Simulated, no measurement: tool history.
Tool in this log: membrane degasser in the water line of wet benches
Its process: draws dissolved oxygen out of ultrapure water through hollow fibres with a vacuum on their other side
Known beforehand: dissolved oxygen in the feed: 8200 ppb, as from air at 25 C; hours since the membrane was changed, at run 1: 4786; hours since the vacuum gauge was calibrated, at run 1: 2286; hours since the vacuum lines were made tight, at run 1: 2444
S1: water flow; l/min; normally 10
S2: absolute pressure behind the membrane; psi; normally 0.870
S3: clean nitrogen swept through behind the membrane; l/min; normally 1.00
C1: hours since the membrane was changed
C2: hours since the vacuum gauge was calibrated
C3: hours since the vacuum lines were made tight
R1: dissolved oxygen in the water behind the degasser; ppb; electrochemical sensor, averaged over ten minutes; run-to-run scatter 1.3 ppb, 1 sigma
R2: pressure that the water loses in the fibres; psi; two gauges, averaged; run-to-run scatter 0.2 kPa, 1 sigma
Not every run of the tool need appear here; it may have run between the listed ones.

run,hour,S1,S2,S3,C1,C2,C3,R1,R2
1,0.0,10,0.870,1.00,4786,2286,2444,127.1,6.240
2,158.9,10,0.870,1.00,4945,2445,2603,128.1,6.202
3,308.5,10,0.870,1.00,5095,2595,2753,126.1,6.224
4,475.7,10,0.870,1.00,5262,2762,2920,129.3,6.212
5,640.2,10,0.870,1.00,5426,2926,3085,127.4,6.219
6,741.0,10,0.870,1.00,5527,3027,3185,127.0,6.242
7,883.8,10,0.870,1.00,5670,3170,3328,128.8,6.180
8,966.1,10,0.870,1.00,5752,3252,3411,126.4,6.222
9,1129.1,10,1.030,1.00,5915,3415,3574,152.4,6.238
10,1300.6,10,1.030,1.00,6087,3587,3745,152.5,6.180
11,1473.3,10,1.339,1.00,6259,3760,3918,204.5,6.141
12,1581.0,10,1.339,1.00,6367,3867,4025,204.5,6.166
13,1652.8,10,1.339,1.00,6439,3939,4097,199.3,6.200
14,1722.5,10,0.870,1.12,6509,4009,4167,120.7,6.177
15,1884.6,10,0.870,1.12,6671,4171,4329,120.4,6.099
16,1975.3,10,0.870,1.12,6761,4262,4420,121.1,6.071
17,2087.0,10,0.870,1.12,6873,4373,4531,119.4,6.164
18,2259.8,12,0.957,1.12,7046,4546,4704,201.1,7.300
19,2399.9,7,1.447,1.00,7186,4686,4844,128.4,4.284
20,2481.6,7,1.447,2.13,7268,4768,4926,67.4,4.292
21,2639.0,16,1.285,1.32,7425,4925,5083,422.6,9.773
22,2782.2,13,0.589,1.93,7568,5068,5227,165.2,7.968
23,2918.5,15,1.369,1.00,7705,5205,5363,424.1,9.123
24,3016.5,10,0.716,1.00,7803,5303,5461,100.7,6.061
25,3087.7,10,0.716,1.00,7874,5374,5532,101.5,6.109
26,3254.0,10,0.862,1.00,8040,5540,5698,126.9,6.055
# hour 3279.3: gauge calibrated
27,3333.8,10,0.862,1.00,8120,5620,5778,123.4,6.219

Run 28 comes next. What will it give?
28,3496.3,10,0.862,1.00,8282,5783,5941,?,?

{"run 28": {"R1": 127.5, "R2": 6.277}}
With the hidden condition absent and the run-to-run variation left alone, this run would have shown R1 127.2 ppb, R2 6.283 psi.
